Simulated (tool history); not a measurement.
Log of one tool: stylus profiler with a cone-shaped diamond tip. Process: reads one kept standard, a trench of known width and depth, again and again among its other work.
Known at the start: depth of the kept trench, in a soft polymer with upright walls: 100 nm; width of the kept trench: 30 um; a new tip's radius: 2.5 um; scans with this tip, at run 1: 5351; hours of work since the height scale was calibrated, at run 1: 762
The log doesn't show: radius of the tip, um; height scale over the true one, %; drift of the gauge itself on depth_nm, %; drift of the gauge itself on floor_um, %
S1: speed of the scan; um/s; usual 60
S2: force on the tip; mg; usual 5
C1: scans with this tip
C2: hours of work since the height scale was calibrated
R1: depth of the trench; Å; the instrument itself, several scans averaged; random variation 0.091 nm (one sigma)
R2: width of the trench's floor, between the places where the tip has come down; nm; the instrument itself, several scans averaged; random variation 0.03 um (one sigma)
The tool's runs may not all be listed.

run,hour,S1,S2,C1,C2,R1,R2
1,0,60,5,5351,762,1013.5,28290
2,30.9,94,5,5491,782,1012.5,28250
3,56,94,2.73,5605,798,1010.7,28170
4,88.6,94,2.73,5753,819,1010.2,28170
5,107.6,94,2.73,5839,832,1009.7,28170
6,136.8,94,2.73,5971,850,1011.4,28200
7,171.4,94,2.73,6128,873,1010.9,28130
8,187.5,94,2.73,6201,883,1012.1,28230
9,205.6,51,2.73,6283,895,1010.3,28240
10,226.5,60,6.42,6378,908,1016.3,28290
11,257.2,60,6.42,6517,928,1016.4,28190
12,293.1,51,5,6680,951,1013.1,28200
13,330.1,51,5,6848,975,1014.4,28270
14,364.7,51,5,7005,998,1013.7,28280
15,383.1,60,5,7088,1009,1013.9,28180
16,416.2,223,5,7238,1031,1014.5,27980
17,432.7,223,5,7313,1041,1015.3,28050
18,455.9,60,5,7418,1056,1015.6,28200
19,473.6,60,12.15,7498,1068,1022.6,28220
20,511.5,60,12.15,7670,1092,1023,28240
21,530.9,60,5,7758,1105,1015.7,28190
22,565,60,5,7913,1127,1014,28190
23,589.3,117,2.73,8023,1143,1014.2,28110
24,627.8,18,3.29,8198,1167,1013.8,28240
25,644,18,13.53,8271,1178,1025,28180
26,663.8,18,13.53,8361,1191,1025.3,28220
27,689,53,1.94,8475,1207,1011.9,28080
28,711.9,72,11.63,8579,1222,1023.7,28120
29,738.5,22,4.3,8700,1239,1015.3,28230
30,764.4,22,4.3,8817,1256,1016.3,28130
31,782.6,76,2.48,8899,1267,1013.5,28150
32,820,76,6.47,9069,1292,1017.6,28110
33,848,137,10.83,9196,1310,1022.3,28090
34,886.6,137,10.83,9371,1335,1023.2,28080
35,914.1,137,10.83,9496,1352,1022.3,28040
36,931.9,142,2.64,9576,1364,1013.7,27980
37,964.6,142,2.64,9725,1385,1013.1,27940
38,984,102,3.37,9813,1397,1013.4,28090
39,1000.3,60,12.21,9887,1408,1023.9,28080
40,1033.1,46,8.47,10035,1429,1019,28140
41,1060.6,41,5,10160,1447,1018.1,28100

Forecast each of these 5 alternatives for the next run:
A,1084.7,19,7.68,10269,1463,?,?
B,1084.7,41,2.05,10269,1463,?,?
C,1084.7,104,3.46,10269,1463,?,?
D,1084.7,112,1.69,10269,1463,?,?
E,1084.7,59,2.25,10269,1463,?,?

run,R1,R2
A,1021.1,28180
B,1012.7,28060
C,1013.7,28000
D,1012.5,27930
E,1012,28000
Without the tool's hidden state the same runs would have given:
run,R1,R2
A,1013.8,28620
B,1005.6,28500
C,1006.6,28440
D,1005.4,28380
E,1004.8,28450
